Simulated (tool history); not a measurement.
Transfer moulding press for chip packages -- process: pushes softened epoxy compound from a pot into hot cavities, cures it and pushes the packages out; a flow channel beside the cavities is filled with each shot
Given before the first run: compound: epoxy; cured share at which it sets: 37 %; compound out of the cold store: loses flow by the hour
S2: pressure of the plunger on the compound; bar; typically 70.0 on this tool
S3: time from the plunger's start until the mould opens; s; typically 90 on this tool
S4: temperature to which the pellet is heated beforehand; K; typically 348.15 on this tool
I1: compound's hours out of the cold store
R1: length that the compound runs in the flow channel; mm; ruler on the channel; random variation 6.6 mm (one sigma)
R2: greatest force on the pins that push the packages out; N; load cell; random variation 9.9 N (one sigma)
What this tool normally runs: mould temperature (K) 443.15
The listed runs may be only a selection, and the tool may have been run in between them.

run 1 hour=0.0 | mould_temperature_(K)=443.15 S2=70.0 S3=90 S4=348.15 | I1=10.1 | R1=1020 R2=776
run 2 hour=10.2 | mould_temperature_(K)=443.15 S2=70.0 S3=90 S4=348.15 | I1=25.8 | R1=938 R2=764
-- hour=13.1 cavities cleaned with cleaning compound and waxed
run 3 hour=19.7 | mould_temperature_(K)=443.15 S2=70.0 S3=90 S4=348.15 | I1=17.4 | R1=984 R2=845
run 4 hour=24.3 | mould_temperature_(K)=443.15 S2=70.0 S3=90 S4=345.15 | I1=15.5 | R1=996 R2=810
-- hour=31.8 cavities cleaned with cleaning compound and waxed, once more
run 5 hour=33.0 | mould_temperature_(K)=443.15 S2=70.0 S3=90 S4=345.15 | I1=16.7 | R1=986 R2=475
run 6 hour=37.8 | mould_temperature_(K)=443.15 S2=70.0 S3=90 S4=348.15 | I1=31.0 | R1=925 R2=507
run 7 hour=44.4 | mould_temperature_(K)=443.15 S2=70.0 S3=90 S4=348.15 | I1=8.5 | R1=1015 R2=567
run 8 hour=50.6 | mould_temperature_(K)=443.15 S2=70.0 S3=71 S4=348.15 | I1=41.3 | R1=883 R2=856
run 9 hour=59.6 | mould_temperature_(K)=443.15 S2=70.0 S3=71 S4=348.15 | I1=41.8 | R1=875 R2=865
run 10 hour=66.6 | mould_temperature_(K)=443.15 S2=70.0 S3=71 S4=348.15 | I1=30.3 | R1=927 R2=963
run 11 hour=73.6 | mould_temperature_(K)=443.15 S2=70.0 S3=90 S4=348.15 | I1=38.6 | R1=887 R2=659
run 12 hour=79.2 | mould_temperature_(K)=443.15 S2=70.0 S3=90 S4=348.15 | I1=43.1 | R1=867 R2=667
run 13 hour=86.9 | mould_temperature_(K)=443.15 S2=70.0 S3=90 S4=348.15 | I1=18.2 | R1=963 R2=728
run 14 hour=91.3 | mould_temperature_(K)=443.15 S2=70.0 S3=90 S4=348.15 | I1=21.2 | R1=955 R2=728
run 15 hour=98.5 | mould_temperature_(K)=445.15 S2=63.8 S3=79 S4=358.15 | I1=12.3 | R1=931 R2=801
run 16 hour=108.2 | mould_temperature_(K)=445.15 S2=67.3 S3=117 S4=351.15 | I1=34.3 | R1=877 R2=603
run 17 hour=118.0 | mould_temperature_(K)=440.15 S2=53.6 S3=112 S4=344.15 | I1=27.9 | R1=826 R2=682
run 18 hour=126.9 | mould_temperature_(K)=440.15 S2=82.5 S3=112 S4=340.15 | I1=16.8 | R1=1078 R2=686
run 19 hour=135.2 | mould_temperature_(K)=440.15 S2=82.5 S3=112 S4=340.15 | I1=25.2 | R1=1036 R2=681
run 20 hour=140.0 | mould_temperature_(K)=440.15 S2=69.9 S3=96 S4=340.15 | I1=26.4 | R1=947 R2=857
run 21 hour=145.6 | mould_temperature_(K)=440.15 S2=69.9 S3=96 S4=340.15 | I1=43.3 | R1=878 R2=845
-- hour=148.5 cavities cleaned with cleaning compound and waxed
run 22 hour=151.8 | mould_temperature_(K)=440.15 S2=61.1 S3=91 S4=340.15 | I1=9.9 | R1=950 R2=628
run 23 hour=156.2 | mould_temperature_(K)=440.15 S2=61.1 S3=91 S4=340.15 | I1=25.8 | R1=893 R2=625
run 24 hour=162.3 | mould_temperature_(K)=440.15 S2=61.1 S3=91 S4=340.15 | I1=18.0 | R1=919 R2=673
run 25 hour=167.1 | mould_temperature_(K)=440.15 S2=61.1 S3=91 S4=340.15 | I1=33.6 | R1=852 R2=690
run 26 hour=172.0 | mould_temperature_(K)=440.15 S2=61.1 S3=91 S4=340.15 | I1=22.9 | R1=894 R2=723
run 27 hour=177.0 | mould_temperature_(K)=440.15 S2=61.1 S3=91 S4=356.15 | I1=15.5 | R1=932 R2=754
-- hour=183.8 plunger's sealing rings changed
run 28 hour=184.4 | mould_temperature_(K)=443.15 S2=76.2 S3=121 S4=348.15 | I1=35.9 | R1=959 R2=505

5 options for the next run, each taken on its own from the tool as it stands now. Forecast them:
run A hour=194.2 | mould_temperature_(K)=451.15 S2=70.0 S3=107 S4=351.15 | I1=12.7 | R1=? R2=?
run B hour=194.2 | mould_temperature_(K)=443.15 S2=80.3 S3=73 S4=348.15 | I1=29.0 | R1=? R2=?
run C hour=194.2 | mould_temperature_(K)=443.15 S2=79.2 S3=76 S4=348.15 | I1=47.4 | R1=? R2=?
run D hour=194.2 | mould_temperature_(K)=449.15 S2=78.7 S3=79 S4=348.15 | I1=34.8 | R1=? R2=?
run E hour=194.2 | mould_temperature_(K)=443.15 S2=76.2 S3=119 S4=348.15 | I1=42.6 | R1=? R2=?

run=A R1=979 R2=529
run=B R1=1017 R2=1000
run=C R1=938 R2=864
run=D R1=946 R2=593
run=E R1=943 R2=545
Stripped of hidden state, with their random variation kept, the same runs would have yielded:
run=A R1=980 R2=355
run=B R1=1018 R2=656
run=C R1=938 R2=570
run=D R1=947 R2=397
run=E R1=943 R2=365
